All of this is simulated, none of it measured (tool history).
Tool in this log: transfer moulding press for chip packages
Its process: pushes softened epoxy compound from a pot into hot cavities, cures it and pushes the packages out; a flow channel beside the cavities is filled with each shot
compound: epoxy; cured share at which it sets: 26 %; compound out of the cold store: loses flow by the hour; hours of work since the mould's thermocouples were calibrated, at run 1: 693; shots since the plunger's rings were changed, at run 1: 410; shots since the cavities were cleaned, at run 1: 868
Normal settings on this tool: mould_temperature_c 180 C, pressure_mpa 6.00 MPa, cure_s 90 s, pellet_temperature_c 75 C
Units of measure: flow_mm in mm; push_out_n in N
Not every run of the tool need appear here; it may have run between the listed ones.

run,hour,mould_temperature_c,pressure_mpa,cure_s,pellet_temperature_c,hours of work since the mould's thermocouples were calibrated,shots since the plunger's rings were changed,shots since the cavities were cleaned,incoming compound's hours out of the cold store,flow_mm,push_out_n
1,0.0,180,6.00,90,75,693,410,868,46.2,601,823
# hour 7.9: cavities cleaned with cleaning compound and waxed
2,36.0,180,5.25,90,75,713,853,360,11.4,673,768
# hour 53.4: mould's thermocouples calibrated
3,62.4,180,6.79,90,75,5,1168,675,45.3,645,837
# hour 83.5: cavities cleaned with cleaning compound and waxed
4,114.1,185,6.00,90,75,36,1813,393,25.1,658,642
5,154.1,185,6.71,90,75,60,2327,907,23.9,695,759
# hour 159.3: cavities cleaned with cleaning compound and waxed
6,195.9,174,6.00,90,75,84,2846,471,33.0,639,1150
# hour 233.9: cavities cleaned with cleaning compound and waxed
7,233.9,174,6.00,90,75,106,3315,0,34.4,629,766
8,264.7,180,6.00,105,75,124,3711,396,14.6,684,654
# hour 310.4: cavities cleaned with cleaning compound and waxed
9,314.3,180,6.00,90,75,153,4330,50,23.8,647,593
10,374.1,180,6.00,90,75,189,5099,819,40.8,586,872
# hour 385.2: cavities cleaned with cleaning compound and waxed
11,406.4,180,6.00,91,75,207,5495,272,23.7,649,735
# hour 416.6: plunger's sealing rings changed
# hour 463.6: cavities cleaned with cleaning compound and waxed
12,469.4,172,4.76,90,75,243,660,75,44.8,545,960
13,496.9,180,5.26,108,75,259,1014,429,41.8,573,620
# hour 539.3: cavities cleaned with cleaning compound and waxed
14,547.9,180,5.82,109,77,289,1650,110,18.7,677,488
15,573.9,180,5.82,109,77,305,1985,445,24.6,646,612
16,603.8,180,5.82,105,67,323,2369,829,22.3,652,718
# hour 615.9: cavities cleaned with cleaning compound and waxed
17,642.2,180,5.82,105,67,345,2843,337,34.2,619,593
18,666.4,180,5.75,84,67,359,3154,648,43.7,577,991
# hour 692.4: cavities cleaned with cleaning compound and waxed
19,711.7,181,6.99,114,78,386,3718,248,36.6,652,553
# hour 768.4: cavities cleaned with cleaning compound and waxed
20,769.2,181,6.99,114,78,419,4438,10,21.0,709,396
21,825.3,181,6.99,114,78,453,5159,731,45.7,621,598

Below are 5 alternative next runs, each starting from the tool's condition after run 21. Predict each:
# hour 842.7: cavities cleaned with cleaning compound and waxed
A,851.9,186,6.00,87,76,468,5482,118,46.0,?,?
# hour 842.7: cavities cleaned with cleaning compound and waxed
B,851.9,180,6.00,115,75,468,5482,118,46.9,?,?
# hour 842.7: cavities cleaned with cleaning compound and waxed
C,851.9,186,6.00,90,71,468,5482,118,33.7,?,?
# hour 842.7: cavities cleaned with cleaning compound and waxed
D,851.9,180,6.00,83,75,468,5482,118,40.0,?,?
# hour 842.7: cavities cleaned with cleaning compound and waxed
E,851.9,182,7.11,101,78,468,5482,118,13.4,?,?

run,flow_mm,push_out_n
A,570,508
B,570,465
C,608,512
D,592,728
E,729,512
The same runs, with their run-to-run variation unchanged, on a tool lacking any hidden condition would have given:
run,flow_mm,push_out_n
A,603,431
B,603,393
C,643,435
D,627,626
E,771,434
